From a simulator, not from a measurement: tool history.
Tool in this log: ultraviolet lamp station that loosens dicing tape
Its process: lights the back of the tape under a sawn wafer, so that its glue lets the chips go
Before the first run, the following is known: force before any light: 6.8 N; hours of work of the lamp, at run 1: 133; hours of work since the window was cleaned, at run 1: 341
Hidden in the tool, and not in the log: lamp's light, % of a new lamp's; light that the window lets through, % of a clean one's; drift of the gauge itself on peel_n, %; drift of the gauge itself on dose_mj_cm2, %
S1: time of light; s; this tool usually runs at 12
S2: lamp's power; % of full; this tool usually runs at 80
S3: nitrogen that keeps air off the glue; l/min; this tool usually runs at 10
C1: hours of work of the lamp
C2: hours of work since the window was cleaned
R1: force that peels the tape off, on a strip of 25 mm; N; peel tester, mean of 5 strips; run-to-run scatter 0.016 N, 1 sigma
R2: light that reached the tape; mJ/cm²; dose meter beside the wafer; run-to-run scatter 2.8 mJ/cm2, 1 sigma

Run 1, hour 0.0: usual settings; C1 133; C2 341. Result: R1 1.089 N, R2 313 mJ/cm².
Run 2, hour 22.2: usual settings but S1 16 s; C1 146; C2 354. Result: R1 0.699 N, R2 413 mJ/cm².
Run 3, hour 41.8: usual settings but S1 16 s; C1 158; C2 365. Result: R1 0.688 N, R2 409 mJ/cm².
Run 4, hour 61.2: usual settings but S1 16 s; C1 169; C2 376. Result: R1 0.673 N, R2 407 mJ/cm².
Run 5, hour 76.2: usual settings but S1 17 s; C1 178; C2 385. Result: R1 0.619 N, R2 430 mJ/cm².
Run 6, hour 96.4: usual settings but S1 17 s; C1 190; C2 397. Result: R1 0.619 N, R2 423 mJ/cm².
Run 7, hour 117.7: usual settings; C1 202; C2 410. Result: R1 1.200 N, R2 298 mJ/cm².
At hour 136.1: window cleaned of glue's vapour.
Run 8, hour 138.9: usual settings; C1 214; C2 2. Result: R1 1.251 N, R2 276 mJ/cm².
Run 9, hour 149.3: usual settings; C1 221; C2 8. Result: R1 1.252 N, R2 276 mJ/cm².
Run 10, hour 169.8: usual settings; C1 233; C2 20. Result: R1 1.366 N, R2 277 mJ/cm².
Run 11, hour 182.4: usual settings but S3 12 l/min; C1 240; C2 27. Result: R1 1.225 N, R2 274 mJ/cm².
Run 12, hour 205.3: usual settings but S3 12 l/min; C1 253; C2 41. Result: R1 1.278 N, R2 270 mJ/cm².
Run 13, hour 226.4: usual settings; C1 266; C2 53. Result: R1 1.408 N, R2 265 mJ/cm².
At hour 243.0: window cleaned of glue's vapour, once more.
Run 14, hour 243.0: usual settings; C1 275; C2 0. Result: R1 0.869 N, R2 351 mJ/cm².
Run 15, hour 261.1: usual settings but S1 9 s; C1 286; C2 11. Result: R1 1.450 N, R2 259 mJ/cm².
Run 16, hour 276.7: usual settings but S1 9 s, S3 6 l/min; C1 295; C2 20. Result: R1 1.702 N, R2 260 mJ/cm².
Run 17, hour 289.0: usual settings but S1 9 s, S3 6 l/min; C1 302; C2 27. Result: R1 1.742 N, R2 259 mJ/cm².
Run 18, hour 302.5: usual settings but S1 9 s, S3 6 l/min; C1 310; C2 35. Result: R1 1.722 N, R2 261 mJ/cm².
Run 19, hour 315.7: usual settings but S1 11 s; C1 318; C2 43. Result: R1 1.101 N, R2 318 mJ/cm².
Run 20, hour 336.1: usual settings; C1 330; C2 55. Result: R1 0.937 N, R2 340 mJ/cm².
Run 21, hour 349.8: usual settings; C1 338; C2 63. Result: R1 0.921 N, R2 338 mJ/cm².
Run 22, hour 366.9: usual settings; C1 348; C2 73. Result: R1 0.965 N, R2 341 mJ/cm².
Run 23, hour 380.0: usual settings but S1 16 s; C1 356; C2 80. Result: R1 0.587 N, R2 447 mJ/cm².
Run 24, hour 391.6: usual settings but S1 16 s, S2 93 % of full, S3 4 l/min; C1 363; C2 87. Result: R1 0.691 N, R2 516 mJ/cm².
Run 25, hour 407.6: usual settings but S1 16 s, S2 77 % of full, S3 3 l/min; C1 372; C2 97. Result: R1 1.093 N, R2 425 mJ/cm².
Run 26, hour 426.6: usual settings but S2 72 % of full, S3 8 l/min; C1 383; C2 108. Result: R1 1.309 N, R2 292 mJ/cm².
Run 27, hour 444.1: usual settings but S1 8 s, S2 72 % of full, S3 11 l/min; C1 393; C2 118. Result: R1 2.013 N, R2 193 mJ/cm².
Run 28, hour 461.7: usual settings but S1 8 s, S2 72 % of full, S3 11 l/min; C1 404; C2 128. Result: R1 2.101 N, R2 195 mJ/cm².
Run 29, hour 475.8: usual settings but S1 11 s, S2 64 % of full, S3 11 l/min; C1 412; C2 137. Result: R1 1.579 N, R2 238 mJ/cm².
Run 30, hour 494.9: usual settings but S2 84 % of full, S3 14 l/min; C1 423; C2 148. Result: R1 0.851 N, R2 334 mJ/cm².
Run 31, hour 508.5: usual settings but S2 72 % of full, S3 8 l/min; C1 431; C2 156. Result: R1 1.351 N, R2 287 mJ/cm².
Run 32, hour 520.0: usual settings but S1 20 s, S2 92 % of full, S3 16 l/min; C1 438; C2 163. Result: R1 0.311 N, R2 605 mJ/cm².
Run 33, hour 535.4: usual settings but S1 15 s, S2 84 % of full, S3 4 l/min; C1 447; C2 172. Result: R1 1.071 N, R2 417 mJ/cm².
Run 34, hour 547.6: usual settings but S2 72 % of full, S3 9 l/min; C1 454; C2 179. Result: R1 1.317 N, R2 278 mJ/cm².
Run 35, hour 560.1: usual settings but S1 11 s, S2 97 % of full, S3 7 l/min; C1 462; C2 186. Result: R1 1.061 N, R2 345 mJ/cm².
Run 36, hour 578.6: usual settings but S1 17 s, S2 92 % of full, S3 4 l/min; C1 472; C2 197. Result: R1 0.704 N, R2 500 mJ/cm².
Run 37, hour 599.8: usual settings but S1 15 s, S2 82 % of full; C1 485; C2 210. Result: R1 0.753 N, R2 387 mJ/cm².
Run 38, hour 619.4: usual settings but S1 15 s, S2 82 % of full; C1 496; C2 221. Result: R1 0.779 N, R2 388 mJ/cm².
Run 39, hour 630.9: usual settings but S1 11 s, S2 96 % of full; C1 503; C2 228. Result: R1 0.971 N, R2 328 mJ/cm².
Run 40, hour 641.8: usual settings but S1 16 s, S2 78 % of full, S3 5 l/min; C1 510; C2 234. Result: R1 1.010 N, R2 389 mJ/cm².
Run 41, hour 652.9: usual settings but S1 17 s, S2 74 % of full, S3 5 l/min; C1 516; C2 241. Result: R1 1.019 N, R2 385 mJ/cm².
Run 42, hour 673.6: usual settings but S2 74 % of full, S3 4 l/min; C1 528; C2 253. Result: R1 1.846 N, R2 273 mJ/cm².
Run 43, hour 686.4: usual settings but S1 9 s, S2 78 % of full, S3 4 l/min; C1 536; C2 260. Result: R1 2.400 N, R2 215 mJ/cm².

Branching from run 43: 4 alternative next runs. What would each branch give?
Run A, hour 701.7: usual settings but S1 10 s; C1 545; C2 269. Result: R1 ?, R2 ?.
Run B, hour 701.7: usual settings but S2 93 % of full; C1 545; C2 269. Result: R1 ?, R2 ?.
Run C, hour 701.7: usual settings but S1 10 s, S2 97 % of full, S3 9 l/min; C1 545; C2 269. Result: R1 ?, R2 ?.
Run D, hour 701.7: usual settings but S1 16 s, S2 86 % of full, S3 8 l/min; C1 545; C2 269. Result: R1 ?, R2 ?.

run     R1   R2
  A  1.585  245
  B  0.961  339
  C  1.205  293
  D  0.721  415
Take away the tool's hidden state, keep each run's random variation, and the runs would have read:
run     R1   R2
  A  1.035  324
  B  0.582  449
  C  0.750  389
  D  0.433  549
